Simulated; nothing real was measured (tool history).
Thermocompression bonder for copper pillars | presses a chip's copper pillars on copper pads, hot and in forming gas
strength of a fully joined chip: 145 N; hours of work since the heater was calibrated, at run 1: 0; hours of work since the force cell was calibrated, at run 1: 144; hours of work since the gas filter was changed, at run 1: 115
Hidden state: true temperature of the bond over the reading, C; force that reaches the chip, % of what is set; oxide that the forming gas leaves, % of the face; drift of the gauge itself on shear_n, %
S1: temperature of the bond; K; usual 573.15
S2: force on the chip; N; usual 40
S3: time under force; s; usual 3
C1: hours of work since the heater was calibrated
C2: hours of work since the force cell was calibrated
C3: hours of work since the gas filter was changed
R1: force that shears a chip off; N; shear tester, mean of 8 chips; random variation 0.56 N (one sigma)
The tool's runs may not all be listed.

{"run": 1, "hour": 0.0, "S1": 573.15, "S2": 40, "S3": 3, "C1": 0, "C2": 144, "C3": 115, "R1": 68.2}
{"run": 2, "hour": 11.6, "S1": 573.15, "S2": 40, "S3": 3, "C1": 8, "C2": 152, "C3": 123, "R1": 68.4}
{"run": 3, "hour": 25.5, "S1": 573.15, "S2": 40, "S3": 3, "C1": 17, "C2": 161, "C3": 132, "R1": 67.9}
{"run": 4, "hour": 35.5, "S1": 573.15, "S2": 40, "S3": 3, "C1": 24, "C2": 167, "C3": 139, "R1": 68.3}
{"run": 5, "hour": 49.4, "S1": 573.15, "S2": 40, "S3": 3, "C1": 33, "C2": 177, "C3": 148, "R1": 67.1}
{"run": 6, "hour": 61.6, "S1": 573.15, "S2": 40, "S3": 4, "C1": 41, "C2": 185, "C3": 156, "R1": 74.2}
{"run": 7, "hour": 70.7, "S1": 573.15, "S2": 40, "S3": 4, "C1": 47, "C2": 191, "C3": 162, "R1": 75.3}
{"run": 8, "hour": 83.6, "S1": 573.15, "S2": 40, "S3": 4, "C1": 56, "C2": 199, "C3": 171, "R1": 74.3}
{"run": 9, "hour": 91.5, "S1": 573.15, "S2": 40, "S3": 4, "C1": 61, "C2": 205, "C3": 176, "R1": 74.9}
{"run": 10, "hour": 103.5, "S1": 579.15, "S2": 40, "S3": 3, "C1": 69, "C2": 213, "C3": 184, "R1": 71.5}
{"run": 11, "hour": 109.5, "S1": 579.15, "S2": 40, "S3": 3, "C1": 73, "C2": 217, "C3": 188, "R1": 72.2}
{"run": 12, "hour": 119.2, "S1": 573.15, "S2": 40, "S3": 3, "C1": 79, "C2": 223, "C3": 195, "R1": 66.7}
{"run": 13, "hour": 125.7, "S1": 573.15, "S2": 48, "S3": 3, "C1": 83, "C2": 227, "C3": 199, "R1": 77.8}
{"run": 14, "hour": 138.5, "S1": 573.15, "S2": 48, "S3": 3, "C1": 92, "C2": 236, "C3": 207, "R1": 76.7}
{"hour": 140.9, "done": "force cell calibrated"}
{"run": 15, "hour": 148.4, "S1": 573.15, "S2": 48, "S3": 3, "C1": 98, "C2": 5, "C3": 213, "R1": 77.9}
{"run": 16, "hour": 157.5, "S1": 573.15, "S2": 40, "S3": 2, "C1": 104, "C2": 11, "C3": 219, "R1": 57.8}
{"run": 17, "hour": 169.9, "S1": 573.15, "S2": 40, "S3": 4, "C1": 112, "C2": 19, "C3": 227, "R1": 72.4}
{"hour": 180.7, "done": "force cell calibrated, once more"}
{"run": 18, "hour": 184.3, "S1": 573.15, "S2": 40, "S3": 6, "C1": 120, "C2": 2, "C3": 236, "R1": 81.3}
{"run": 19, "hour": 193.5, "S1": 573.15, "S2": 40, "S3": 6, "C1": 127, "C2": 8, "C3": 242, "R1": 82.0}
{"run": 20, "hour": 202.9, "S1": 573.15, "S2": 40, "S3": 6, "C1": 133, "C2": 15, "C3": 248, "R1": 82.1}
{"run": 21, "hour": 210.3, "S1": 573.15, "S2": 55, "S3": 7, "C1": 138, "C2": 20, "C3": 253, "R1": 105.1}
{"run": 22, "hour": 222.0, "S1": 543.15, "S2": 25, "S3": 5, "C1": 145, "C2": 27, "C3": 261, "R1": 29.6}
{"run": 23, "hour": 232.6, "S1": 543.15, "S2": 25, "S3": 5, "C1": 152, "C2": 34, "C3": 268, "R1": 29.3}
{"run": 24, "hour": 245.5, "S1": 586.15, "S2": 26, "S3": 7, "C1": 161, "C2": 43, "C3": 277, "R1": 68.3}
{"run": 25, "hour": 254.6, "S1": 580.15, "S2": 30, "S3": 6, "C1": 167, "C2": 49, "C3": 283, "R1": 67.6}
{"run": 26, "hour": 267.0, "S1": 573.15, "S2": 59, "S3": 5, "C1": 175, "C2": 57, "C3": 291, "R1": 98.7}
{"hour": 274.6, "done": "forming gas filter changed"}
{"run": 27, "hour": 277.1, "S1": 573.15, "S2": 43, "S3": 2, "C1": 182, "C2": 64, "C3": 2, "R1": 60.9}
{"run": 28, "hour": 288.2, "S1": 601.15, "S2": 32, "S3": 6, "C1": 189, "C2": 71, "C3": 9, "R1": 94.4}
{"run": 29, "hour": 294.9, "S1": 601.15, "S2": 32, "S3": 6, "C1": 194, "C2": 76, "C3": 13, "R1": 95.5}
{"run": 30, "hour": 302.5, "S1": 573.15, "S2": 40, "S3": 2, "C1": 199, "C2": 81, "C3": 19, "R1": 57.2}
{"run": 31, "hour": 316.1, "S1": 596.15, "S2": 52, "S3": 3, "C1": 208, "C2": 90, "C3": 28, "R1": 104.2}
{"run": 32, "hour": 323.3, "S1": 562.15, "S2": 25, "S3": 3, "C1": 212, "C2": 94, "C3": 32, "R1": 34.2}
{"run": 33, "hour": 335.7, "S1": 585.15, "S2": 25, "S3": 3, "C1": 221, "C2": 103, "C3": 41, "R1": 48.9}
{"run": 34, "hour": 341.9, "S1": 585.15, "S2": 30, "S3": 3, "C1": 225, "C2": 107, "C3": 45, "R1": 58.5}
{"run": 35, "hour": 347.8, "S1": 556.15, "S2": 40, "S3": 2, "C1": 229, "C2": 111, "C3": 49, "R1": 43.5}
{"run": 36, "hour": 353.9, "S1": 556.15, "S2": 40, "S3": 2, "C1": 233, "C2": 115, "C3": 53, "R1": 43.8}
{"run": 37, "hour": 368.1, "S1": 581.15, "S2": 37, "S3": 3, "C1": 242, "C2": 124, "C3": 62, "R1": 67.1}
{"run": 38, "hour": 380.7, "S1": 587.15, "S2": 41, "S3": 6, "C1": 251, "C2": 133, "C3": 71, "R1": 97.0}

Some steps in R1 between neighbouring runs. How much of each would the tool show without its hidden state too (settings, what came in, random variation), and how much is left for the hidden state, with any gauge scatter that isn't in both results?
Run 21 -> 22: S1 573.15 -> 543.15, S2 55 -> 25, S3 7 -> 5. R1 -75.5 N: hidden state +4.2, all else -79.7.
Run 23 -> 24: S1 543.15 -> 586.15, S2 25 -> 26, S3 5 -> 7. R1 +39.0 N: hidden state -2.9, all else +41.9.
Run 26 -> 27: S2 59 -> 43, S3 5 -> 2, forming gas filter changed. R1 -37.8 N: hidden state +5.7, all else -43.5.
Run 30 -> 31: S1 573.15 -> 596.15, S2 40 -> 52, S3 2 -> 3. R1 +47.0 N: hidden state -0.7, all else +47.7.
Run 31 -> 32: S1 596.15 -> 562.15, S2 52 -> 25. R1 -70.0 N: hidden state +1.2, all else -71.2.

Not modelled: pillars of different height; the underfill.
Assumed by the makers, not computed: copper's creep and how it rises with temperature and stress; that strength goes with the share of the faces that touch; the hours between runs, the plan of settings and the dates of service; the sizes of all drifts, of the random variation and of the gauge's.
